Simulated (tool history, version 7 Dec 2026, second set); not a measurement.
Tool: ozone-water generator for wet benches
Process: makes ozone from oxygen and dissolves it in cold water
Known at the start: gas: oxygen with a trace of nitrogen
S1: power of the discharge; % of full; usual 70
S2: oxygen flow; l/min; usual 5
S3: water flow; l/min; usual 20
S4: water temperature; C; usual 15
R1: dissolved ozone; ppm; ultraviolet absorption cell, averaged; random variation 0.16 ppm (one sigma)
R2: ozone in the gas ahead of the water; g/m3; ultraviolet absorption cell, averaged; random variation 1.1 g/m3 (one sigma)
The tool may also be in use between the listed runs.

{"run": 1, "hour": 0.0, "S1": 70, "S2": 5, "S3": 20, "S4": 15, "R1": 20.9, "R2": 188.2}
{"run": 2, "hour": 71.3, "S1": 70, "S2": 5, "S3": 20, "S4": 15, "R1": 20.8, "R2": 186.9}
{"run": 3, "hour": 223.5, "S1": 70, "S2": 5, "S3": 20, "S4": 15, "R1": 20.8, "R2": 187.5}
{"run": 4, "hour": 305.3, "S1": 69, "S2": 5, "S3": 20, "S4": 15, "R1": 20.5, "R2": 185.8}
{"run": 5, "hour": 379.8, "S1": 70, "S2": 5, "S3": 20, "S4": 20, "R1": 19.7, "R2": 186.4}
{"run": 6, "hour": 462.4, "S1": 99, "S2": 4.7, "S3": 27, "S4": 13, "R1": 22.2, "R2": 256.4}

Forecast run 7:
{"run": 7, "hour": 551.8, "S1": 70, "S2": 5.65, "S3": 24, "S4": 15, "R1": "?", "R2": "?"}

Run 7 gave R1 17.7 ppm, R2 173.7 g/m3.
Without the tool's hidden state the same run would have given R1 17.7 ppm, R2 174 g/m3.

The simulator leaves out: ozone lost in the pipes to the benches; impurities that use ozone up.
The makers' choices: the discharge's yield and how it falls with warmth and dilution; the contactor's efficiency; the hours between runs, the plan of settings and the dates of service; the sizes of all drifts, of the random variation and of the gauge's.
